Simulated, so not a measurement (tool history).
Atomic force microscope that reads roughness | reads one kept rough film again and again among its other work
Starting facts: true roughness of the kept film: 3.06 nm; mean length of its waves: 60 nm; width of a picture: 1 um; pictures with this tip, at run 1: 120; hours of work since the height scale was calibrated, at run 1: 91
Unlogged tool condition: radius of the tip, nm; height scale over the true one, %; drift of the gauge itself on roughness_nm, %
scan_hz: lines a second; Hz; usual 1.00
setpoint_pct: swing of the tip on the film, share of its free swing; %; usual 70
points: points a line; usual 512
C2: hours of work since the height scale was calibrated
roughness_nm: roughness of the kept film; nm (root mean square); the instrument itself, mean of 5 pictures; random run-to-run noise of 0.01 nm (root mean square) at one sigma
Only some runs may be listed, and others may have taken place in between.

run 1 hour=0.0 | scan_hz=1.00 setpoint_pct=70 points=512 | pictures_with_this_tip=120 C2=91 | roughness_nm=2.790
run 2 hour=6.4 | scan_hz=1.00 setpoint_pct=70 points=512 | pictures_with_this_tip=130 C2=94 | roughness_nm=2.779
run 3 hour=14.3 | scan_hz=1.00 setpoint_pct=70 points=512 | pictures_with_this_tip=143 C2=98 | roughness_nm=2.746
run 4 hour=21.8 | scan_hz=1.78 setpoint_pct=70 points=512 | pictures_with_this_tip=155 C2=102 | roughness_nm=2.711
run 5 hour=33.4 | scan_hz=3.51 setpoint_pct=70 points=512 | pictures_with_this_tip=174 C2=108 | roughness_nm=2.626
run 6 hour=40.1 | scan_hz=3.51 setpoint_pct=70 points=512 | pictures_with_this_tip=184 C2=111 | roughness_nm=2.605
-- hour=45.7 new tip fitted
run 7 hour=50.9 | scan_hz=3.51 setpoint_pct=70 points=512 | pictures_with_this_tip=8 C2=116 | roughness_nm=2.825
run 8 hour=62.2 | scan_hz=3.51 setpoint_pct=70 points=512 | pictures_with_this_tip=26 C2=121 | roughness_nm=2.800
run 9 hour=70.7 | scan_hz=1.00 setpoint_pct=70 points=424 | pictures_with_this_tip=40 C2=126 | roughness_nm=2.911
run 10 hour=78.2 | scan_hz=1.00 setpoint_pct=70 points=424 | pictures_with_this_tip=52 C2=129 | roughness_nm=2.884
run 11 hour=87.6 | scan_hz=1.00 setpoint_pct=70 points=424 | pictures_with_this_tip=67 C2=134 | roughness_nm=2.872
run 12 hour=93.7 | scan_hz=1.00 setpoint_pct=70 points=424 | pictures_with_this_tip=76 C2=137 | roughness_nm=2.855
run 13 hour=105.0 | scan_hz=1.00 setpoint_pct=70 points=424 | pictures_with_this_tip=95 C2=142 | roughness_nm=2.807
run 14 hour=116.0 | scan_hz=1.00 setpoint_pct=70 points=424 | pictures_with_this_tip=112 C2=148 | roughness_nm=2.805
run 15 hour=123.1 | scan_hz=1.00 setpoint_pct=70 points=512 | pictures_with_this_tip=124 C2=151 | roughness_nm=2.796
run 16 hour=130.8 | scan_hz=1.00 setpoint_pct=70 points=512 | pictures_with_this_tip=136 C2=155 | roughness_nm=2.789
run 17 hour=141.0 | scan_hz=1.00 setpoint_pct=70 points=512 | pictures_with_this_tip=152 C2=160 | roughness_nm=2.778
-- hour=142.7 height scale calibrated on a step standard
run 18 hour=149.8 | scan_hz=1.00 setpoint_pct=70 points=512 | pictures_with_this_tip=165 C2=3 | roughness_nm=2.744
run 19 hour=159.9 | scan_hz=1.00 setpoint_pct=70 points=512 | pictures_with_this_tip=181 C2=8 | roughness_nm=2.720
-- hour=168.4 new tip fitted
run 20 hour=173.2 | scan_hz=1.00 setpoint_pct=70 points=512 | pictures_with_this_tip=7 C2=15 | roughness_nm=2.934
run 21 hour=183.9 | scan_hz=1.00 setpoint_pct=70 points=512 | pictures_with_this_tip=25 C2=20 | roughness_nm=2.912
run 22 hour=189.2 | scan_hz=0.60 setpoint_pct=70 points=406 | pictures_with_this_tip=33 C2=22 | roughness_nm=2.902
run 23 hour=199.1 | scan_hz=0.86 setpoint_pct=75 points=805 | pictures_with_this_tip=49 C2=27 | roughness_nm=2.849
run 24 hour=210.8 | scan_hz=0.86 setpoint_pct=75 points=805 | pictures_with_this_tip=68 C2=33 | roughness_nm=2.852
-- hour=214.8 height scale calibrated on a step standard, once more
run 25 hour=223.1 | scan_hz=0.86 setpoint_pct=75 points=805 | pictures_with_this_tip=86 C2=4 | roughness_nm=2.819
run 26 hour=233.5 | scan_hz=0.86 setpoint_pct=75 points=805 | pictures_with_this_tip=102 C2=9 | roughness_nm=2.818
run 27 hour=243.7 | scan_hz=0.86 setpoint_pct=75 points=805 | pictures_with_this_tip=119 C2=14 | roughness_nm=2.803
run 28 hour=249.4 | scan_hz=1.00 setpoint_pct=70 points=260 | pictures_with_this_tip=128 C2=17 | roughness_nm=2.769
run 29 hour=259.9 | scan_hz=0.52 setpoint_pct=63 points=283 | pictures_with_this_tip=145 C2=22 | roughness_nm=2.796
run 30 hour=268.5 | scan_hz=0.78 setpoint_pct=55 points=456 | pictures_with_this_tip=158 C2=26 | roughness_nm=2.786
run 31 hour=279.3 | scan_hz=1.50 setpoint_pct=63 points=266 | pictures_with_this_tip=176 C2=32 | roughness_nm=2.719
run 32 hour=287.8 | scan_hz=1.50 setpoint_pct=63 points=266 | pictures_with_this_tip=189 C2=36 | roughness_nm=2.704
-- hour=290.3 new tip fitted
run 33 hour=296.0 | scan_hz=0.54 setpoint_pct=66 points=892 | pictures_with_this_tip=9 C2=39 | roughness_nm=2.987
run 34 hour=307.1 | scan_hz=3.28 setpoint_pct=59 points=309 | pictures_with_this_tip=27 C2=45 | roughness_nm=2.880
run 35 hour=319.2 | scan_hz=3.28 setpoint_pct=59 points=309 | pictures_with_this_tip=46 C2=51 | roughness_nm=2.840
run 36 hour=329.7 | scan_hz=3.28 setpoint_pct=59 points=309 | pictures_with_this_tip=63 C2=56 | roughness_nm=2.831
run 37 hour=341.6 | scan_hz=1.00 setpoint_pct=79 points=365 | pictures_with_this_tip=82 C2=62 | roughness_nm=2.818

Consider 5 possible next runs. They are alternatives, not a sequence: every one starts from the tool as it was left by run 37. What does each give?
run A hour=354.3 | scan_hz=1.00 setpoint_pct=70 points=531 | pictures_with_this_tip=102 C2=68 | roughness_nm=?
run B hour=354.3 | scan_hz=1.00 setpoint_pct=70 points=735 | pictures_with_this_tip=102 C2=68 | roughness_nm=?
run C hour=354.3 | scan_hz=2.76 setpoint_pct=70 points=375 | pictures_with_this_tip=102 C2=68 | roughness_nm=?
run D hour=354.3 | scan_hz=1.00 setpoint_pct=70 points=853 | pictures_with_this_tip=102 C2=68 | roughness_nm=?
run E hour=354.3 | scan_hz=0.58 setpoint_pct=76 points=268 | pictures_with_this_tip=102 C2=68 | roughness_nm=?

run=A roughness_nm=2.816
run=B roughness_nm=2.828
run=C roughness_nm=2.739
run=D roughness_nm=2.825
run=E roughness_nm=2.816
The same runs, with their run-to-run variation unchanged, on a tool lacking any hidden condition would have given:
run=A roughness_nm=2.932
run=B roughness_nm=2.944
run=C roughness_nm=2.852
run=D roughness_nm=2.941
run=E roughness_nm=2.933
